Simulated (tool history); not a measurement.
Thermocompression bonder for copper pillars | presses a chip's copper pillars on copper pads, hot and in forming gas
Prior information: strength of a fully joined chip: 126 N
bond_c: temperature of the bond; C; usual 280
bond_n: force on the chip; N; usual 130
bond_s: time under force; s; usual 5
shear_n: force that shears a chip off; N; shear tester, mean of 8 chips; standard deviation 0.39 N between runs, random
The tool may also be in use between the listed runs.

Run 1, hour 0: usual settings. Result: shear_n 47.5 N.
Run 2, hour 11.6: usual settings. Result: shear_n 47.9 N.
Run 3, hour 17.8: usual settings. Result: shear_n 46.8 N.
Run 4, hour 29.2: usual settings. Result: shear_n 47 N.
Run 5, hour 34.9: usual settings. Result: shear_n 46.6 N.
At hour 40.3: heater calibrated with a thermocouple chip.
Run 6, hour 42.1: usual settings. Result: shear_n 43.6 N.
Run 7, hour 52.4: usual settings. Result: shear_n 43.5 N.
Run 8, hour 63.1: usual settings. Result: shear_n 42.7 N.
Run 9, hour 74.5: usual settings. Result: shear_n 42.4 N.
Run 10, hour 83.2: usual settings. Result: shear_n 42.8 N.
Run 11, hour 88.6: usual settings. Result: shear_n 42.2 N.
Run 12, hour 96.2: usual settings. Result: shear_n 42.5 N.
Run 13, hour 102.8: usual settings. Result: shear_n 42.7 N.
Run 14, hour 107.9: usual settings. Result: shear_n 42.5 N.
Run 15, hour 116.1: usual settings. Result: shear_n 42.5 N.
Run 16, hour 125: usual settings. Result: shear_n 41.9 N.
Run 17, hour 133.7: usual settings. Result: shear_n 41.2 N.
Run 18, hour 144.2: usual settings. Result: shear_n 42.3 N.
Run 19, hour 149.9: usual settings. Result: shear_n 42.1 N.
Run 20, hour 157.4: usual settings. Result: shear_n 41.6 N.
Run 21, hour 164.3: usual settings. Result: shear_n 41.9 N.
Run 22, hour 171.5: usual settings but bond_c 264 C, bond_n 111 N, bond_s 6 s. Result: shear_n 32.9 N.
Run 23, hour 178.6: usual settings but bond_c 264 C, bond_n 111 N, bond_s 6 s. Result: shear_n 33.1 N.
Run 24, hour 189.7: usual settings but bond_c 264 C, bond_n 111 N, bond_s 6 s. Result: shear_n 32.8 N.
Run 25, hour 199.3: usual settings but bond_c 264 C, bond_n 111 N, bond_s 6 s. Result: shear_n 33.5 N.
Run 26, hour 209.9: usual settings but bond_c 264 C, bond_n 111 N, bond_s 6 s. Result: shear_n 32.5 N.
Run 27, hour 221.1: usual settings but bond_c 261 C, bond_n 136 N, bond_s 3 s. Result: shear_n 27 N.
Run 28, hour 228.9: usual settings but bond_s 4 s. Result: shear_n 36.7 N.
Run 29, hour 235: usual settings but bond_s 4 s. Result: shear_n 37.2 N.
Run 30, hour 245.7: usual settings but bond_c 258 C, bond_n 108 N, bond_s 6 s. Result: shear_n 29.9 N.
At hour 254.9: forming gas filter changed.
Run 31, hour 258.1: usual settings but bond_c 251 C, bond_n 96 N, bond_s 3 s. Result: shear_n 20.4 N.
Run 32, hour 264.3: usual settings but bond_n 85 N. Result: shear_n 34.2 N.
Run 33, hour 271.4: usual settings but bond_n 85 N. Result: shear_n 33.5 N.
Run 34, hour 283.5: usual settings but bond_n 85 N. Result: shear_n 33.8 N.
Run 35, hour 293.9: usual settings but bond_c 268 C, bond_n 183 N, bond_s 3 s. Result: shear_n 38.5 N.
Run 36, hour 305.6: usual settings but bond_c 295 C, bond_n 149 N. Result: shear_n 56.5 N.
Run 37, hour 314.8: usual settings but bond_c 295 C, bond_n 179 N, bond_s 11 s. Result: shear_n 79.1 N.
Run 38, hour 320.2: usual settings but bond_c 305 C, bond_n 179 N, bond_s 11 s. Result: shear_n 85.3 N.
Run 39, hour 325.7: usual settings but bond_c 271 C, bond_n 79 N. Result: shear_n 28.2 N.
Run 40, hour 336.3: usual settings but bond_c 271 C, bond_n 79 N. Result: shear_n 27.7 N.
Run 41, hour 342.3: usual settings but bond_c 293 C, bond_n 98 N. Result: shear_n 41.9 N.

Below, each run's measurement less what the same run would have read without the hidden state. Both values contain the same run-to-run variation, but the gauge's scatter may not be the same in both:
What the log doesn't record here: true temperature of the bond over the reading, C; force that reaches the chip, % of what is set; oxide that the forming gas leaves, % of the face; drift of the gauge itself on shear_n, %.
run  shear_n
  1     +3.3
  2     +3.1
  3       +3
  4     +2.8
  5     +2.7
  6     -0.9
  7       -1
  8     -1.2
  9     -1.3
 10     -1.4
 11     -1.6
 12     -1.7
 13     -1.7
 14     -1.8
 15     -1.9
 16       -2
 17     -2.2
 18     -2.3
 19     -2.4
 20     -2.5
 21     -2.6
 22     -2.1
 23     -2.2
 24     -2.3
 25     -2.5
 26     -2.6
 27     -2.2
 28     -3.1
 29     -3.3
 30     -2.7
 31     +0.4
 32     +0.5
 33     +0.5
 34     +0.3
 35     +0.2
 36       +0
 37     -0.7
 38       -1
 39     -0.1
 40     -0.2
 41     -0.5
